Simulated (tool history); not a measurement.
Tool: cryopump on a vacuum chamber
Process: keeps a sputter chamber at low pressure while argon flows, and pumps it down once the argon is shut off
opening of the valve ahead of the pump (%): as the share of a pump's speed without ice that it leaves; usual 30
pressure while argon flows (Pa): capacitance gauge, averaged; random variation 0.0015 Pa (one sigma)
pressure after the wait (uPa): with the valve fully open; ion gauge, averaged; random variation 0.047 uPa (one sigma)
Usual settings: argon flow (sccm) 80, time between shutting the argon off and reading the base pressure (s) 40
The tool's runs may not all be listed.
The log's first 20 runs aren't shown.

run     day  argon flow (sccm)  time between shutting the argon off and reading the base pressure (s)  opening of the valve ahead of the pump (%)  pressure while argon flows (Pa)  pressure after the wait (uPa)
 21  24.275                 34                                                                     40                                          49                           0.1041                           3.36
 22  25.088                 34                                                                     40                                          49                           0.1034                            3.4
 23  26.204                 80                                                                     57                                          22                           0.5231                           2.65
 24  27.721                 89                                                                    202                                          28                           0.4647                            1.4
 25  28.521                 80                                                                    173                                          36                           0.3329                           1.47
 26  29.629                 63                                                                     29                                          36                           0.2618                           4.46
 27  30.571                 63                                                                     29                                          36                           0.2675                           4.43
     31.442  -- pump warmed up, emptied and cooled again
 28  32.262                 65                                                                     73                                          32                           0.2809                           2.13
 29  33.279                116                                                                     79                                          30                           0.5347                           2.07
 30  33.946                116                                                                     79                                          30                           0.5368                           2.06
 31  34.862                116                                                                     79                                          30                           0.5353                           2.12
 32   35.95                 50                                                                    133                                          30                           0.2307                            1.6

Forecast run 33:
 33  36.629                109                                                                    282                                          36                                ?                              ?

{"run 33": {"pressure while argon flows (Pa)": 0.4258, "pressure after the wait (uPa)": 1.22}}
Without the tool's hidden state the same run would have given pressure while argon flows (Pa) 0.4145, pressure after the wait (uPa) 0.62.
